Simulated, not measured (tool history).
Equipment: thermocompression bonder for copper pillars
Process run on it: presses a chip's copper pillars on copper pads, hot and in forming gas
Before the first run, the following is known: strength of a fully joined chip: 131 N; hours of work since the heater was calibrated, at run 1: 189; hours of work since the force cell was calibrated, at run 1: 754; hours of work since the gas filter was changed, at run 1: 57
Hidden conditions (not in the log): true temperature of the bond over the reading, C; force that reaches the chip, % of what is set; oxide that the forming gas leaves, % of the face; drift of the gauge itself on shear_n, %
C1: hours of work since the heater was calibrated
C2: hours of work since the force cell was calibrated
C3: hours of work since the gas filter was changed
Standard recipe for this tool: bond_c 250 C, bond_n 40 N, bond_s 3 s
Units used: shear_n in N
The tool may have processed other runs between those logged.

run 1 hour=0 | bond_c=250 bond_n=40 bond_s=3 | C1=189 C2=754 C3=57 | shear_n=52.1
run 2 hour=42.2 | bond_c=250 bond_n=40 bond_s=3 | C1=212 C2=778 C3=81 | shear_n=52.7
run 3 hour=83.1 | bond_c=250 bond_n=40 bond_s=3 | C1=236 C2=801 C3=104 | shear_n=52.1
-- hour=86.9 forming gas filter changed
run 4 hour=134.4 | bond_c=250 bond_n=40 bond_s=3 | C1=264 C2=830 C3=27 | shear_n=53.4
run 5 hour=186.9 | bond_c=250 bond_n=40 bond_s=3 | C1=294 C2=860 C3=57 | shear_n=53.4
run 6 hour=213.4 | bond_c=250 bond_n=40 bond_s=3 | C1=309 C2=875 C3=72 | shear_n=53.6
run 7 hour=243.2 | bond_c=250 bond_n=40 bond_s=3 | C1=326 C2=892 C3=88 | shear_n=52.7
-- hour=275.1 forming gas filter changed
run 8 hour=286.7 | bond_c=251 bond_n=40 bond_s=3 | C1=350 C2=916 C3=7 | shear_n=53.6
run 9 hour=313.8 | bond_c=251 bond_n=40 bond_s=3 | C1=365 C2=931 C3=22 | shear_n=53.3
run 10 hour=351.5 | bond_c=250 bond_n=40 bond_s=4 | C1=387 C2=952 C3=43 | shear_n=59.4
run 11 hour=397.6 | bond_c=250 bond_n=40 bond_s=4 | C1=413 C2=978 C3=69 | shear_n=59.4
run 12 hour=438.8 | bond_c=250 bond_n=40 bond_s=4 | C1=436 C2=1002 C3=93 | shear_n=59.1
-- hour=461.7 forming gas filter changed
run 13 hour=464.9 | bond_c=250 bond_n=40 bond_s=4 | C1=450 C2=1016 C3=2 | shear_n=59.5
run 14 hour=510.8 | bond_c=250 bond_n=40 bond_s=3 | C1=476 C2=1042 C3=28 | shear_n=52.3
run 15 hour=562.3 | bond_c=250 bond_n=40 bond_s=3 | C1=506 C2=1071 C3=57 | shear_n=53.8
run 16 hour=604.6 | bond_c=250 bond_n=40 bond_s=3 | C1=529 C2=1095 C3=81 | shear_n=52.8
-- hour=636 heater calibrated with a thermocouple chip
run 17 hour=637.8 | bond_c=250 bond_n=40 bond_s=7 | C1=1 C2=1113 C3=98 | shear_n=70
-- hour=651.6 forming gas filter changed
run 18 hour=678.3 | bond_c=250 bond_n=40 bond_s=7 | C1=24 C2=1135 C3=15 | shear_n=71.2
run 19 hour=702.5 | bond_c=250 bond_n=40 bond_s=7 | C1=37 C2=1149 C3=29 | shear_n=70.4
run 20 hour=725.1 | bond_c=257 bond_n=40 bond_s=3 | C1=50 C2=1162 C3=42 | shear_n=57.8
run 21 hour=771.9 | bond_c=257 bond_n=40 bond_s=3 | C1=76 C2=1188 C3=68 | shear_n=57.2
run 22 hour=824.8 | bond_c=274 bond_n=37 bond_s=3 | C1=106 C2=1218 C3=98 | shear_n=65.1
-- hour=839.5 forming gas filter changed
run 23 hour=848.2 | bond_c=248 bond_n=36 bond_s=3 | C1=119 C2=1231 C3=5 | shear_n=46
run 24 hour=900.2 | bond_c=250 bond_n=40 bond_s=3 | C1=149 C2=1261 C3=34 | shear_n=53.8
run 25 hour=931.7 | bond_c=246 bond_n=52 bond_s=7 | C1=167 C2=1278 C3=52 | shear_n=86
run 26 hour=967.5 | bond_c=272 bond_n=28 bond_s=8 | C1=187 C2=1299 C3=72 | shear_n=66.5
run 27 hour=1013.5 | bond_c=258 bond_n=38 bond_s=5 | C1=213 C2=1325 C3=98 | shear_n=66.8
-- hour=1026 forming gas filter changed
run 28 hour=1036.2 | bond_c=250 bond_n=24 bond_s=6 | C1=225 C2=1337 C3=6 | shear_n=38.1
run 29 hour=1059.7 | bond_c=249 bond_n=52 bond_s=3 | C1=239 C2=1350 C3=19 | shear_n=68.6
run 30 hour=1103.8 | bond_c=249 bond_n=52 bond_s=2 | C1=263 C2=1375 C3=44 | shear_n=58
run 31 hour=1140.3 | bond_c=249 bond_n=52 bond_s=2 | C1=284 C2=1396 C3=65 | shear_n=59.3
run 32 hour=1165.6 | bond_c=249 bond_n=49 bond_s=2 | C1=298 C2=1410 C3=79 | shear_n=55.2
run 33 hour=1209.6 | bond_c=249 bond_n=49 bond_s=2 | C1=323 C2=1435 C3=104 | shear_n=57.3
-- hour=1216.3 forming gas filter changed
run 34 hour=1245.2 | bond_c=249 bond_n=49 bond_s=2 | C1=343 C2=1455 C3=16 | shear_n=57.1
run 35 hour=1288.3 | bond_c=249 bond_n=49 bond_s=2 | C1=368 C2=1479 C3=41 | shear_n=56.3
run 36 hour=1332 | bond_c=249 bond_n=49 bond_s=2 | C1=392 C2=1504 C3=65 | shear_n=56.9
run 37 hour=1385.7 | bond_c=249 bond_n=49 bond_s=2 | C1=423 C2=1534 C3=96 | shear_n=56.1
-- hour=1405.7 forming gas filter changed
run 38 hour=1414.9 | bond_c=249 bond_n=49 bond_s=2 | C1=439 C2=1551 C3=5 | shear_n=56.5
run 39 hour=1453.4 | bond_c=249 bond_n=49 bond_s=2 | C1=461 C2=1572 C3=27 | shear_n=55.7
run 40 hour=1486.9 | bond_c=249 bond_n=25 bond_s=2 | C1=479 C2=1591 C3=46 | shear_n=24.6

For some of the steps in shear_n from one run to the next: how much would appear even if the tool had no hidden state, given the settings, what came in and random variation, and how much remains for the hidden state plus any gauge scatter that the measured result and the result without hidden state don't share?
Run 7 -> 8: bond_c 250 -> 251, forming gas filter changed. shear_n +0.9 N: hidden state +0.4, all else +0.5.
Run 12 -> 13: forming gas filter changed. shear_n +0.4 N: hidden state +0.4, all else +0.
Run 16 -> 17: bond_s 3 -> 7, heater calibrated with a thermocouple chip. shear_n +17.2 N: hidden state -0.8, all else +18.
Run 24 -> 25: bond_c 250 -> 246, bond_n 40 -> 52, bond_s 3 -> 7. shear_n +32.2 N: hidden state -0.1, all else +32.3.
Run 28 -> 29: bond_c 250 -> 249, bond_n 24 -> 52, bond_s 6 -> 3. shear_n +30.5 N: hidden state +0.1, all else +30.4.
Run 39 -> 40: bond_n 49 -> 25. shear_n -31.1 N: hidden state -0.4, all else -30.7.
